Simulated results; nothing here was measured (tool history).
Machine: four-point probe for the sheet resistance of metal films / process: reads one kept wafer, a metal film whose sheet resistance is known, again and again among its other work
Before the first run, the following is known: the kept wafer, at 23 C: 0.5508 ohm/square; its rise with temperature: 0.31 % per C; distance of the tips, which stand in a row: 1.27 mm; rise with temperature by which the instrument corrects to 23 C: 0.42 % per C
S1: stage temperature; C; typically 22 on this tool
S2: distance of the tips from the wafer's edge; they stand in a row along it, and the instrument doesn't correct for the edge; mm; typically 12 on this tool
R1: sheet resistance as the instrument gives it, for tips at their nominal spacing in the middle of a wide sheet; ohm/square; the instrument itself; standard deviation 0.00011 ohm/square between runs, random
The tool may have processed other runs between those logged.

run     day  S1  S2        R1
  1       0  22  12  0.557505
  2   2.779  22  12  0.557528
  3   4.725  22  12  0.557461
  4   8.267  22   5  0.572848
  5  12.133  22   7    0.5641
     13.654  -- stage's thermometer calibrated
  6  16.512  22   7  0.563707
  7  19.371  33  24  0.548483
  8  22.696  33  24  0.548651
  9  24.867  19  12  0.559365
 10   28.55  21  12  0.558286
 11  31.883  24   8  0.560595

Branching from run 11: 5 alternative next runs. What would each branch give?
  A  36.354  31  17   ?
  B  36.354  18  13   ?
  C  36.354  34  33   ?
  D  36.354  24  70   ?
  E  36.354  22  41   ?

run        R1
  A  0.550904
  B  0.559819
  C  0.548184
  D  0.553418
  E  0.554644
With the hidden condition removed and each run's random variation left untouched, the same runs would have given:
run        R1
  A  0.547891
  B  0.556751
  C  0.545187
  D  0.550387
  E  0.551605
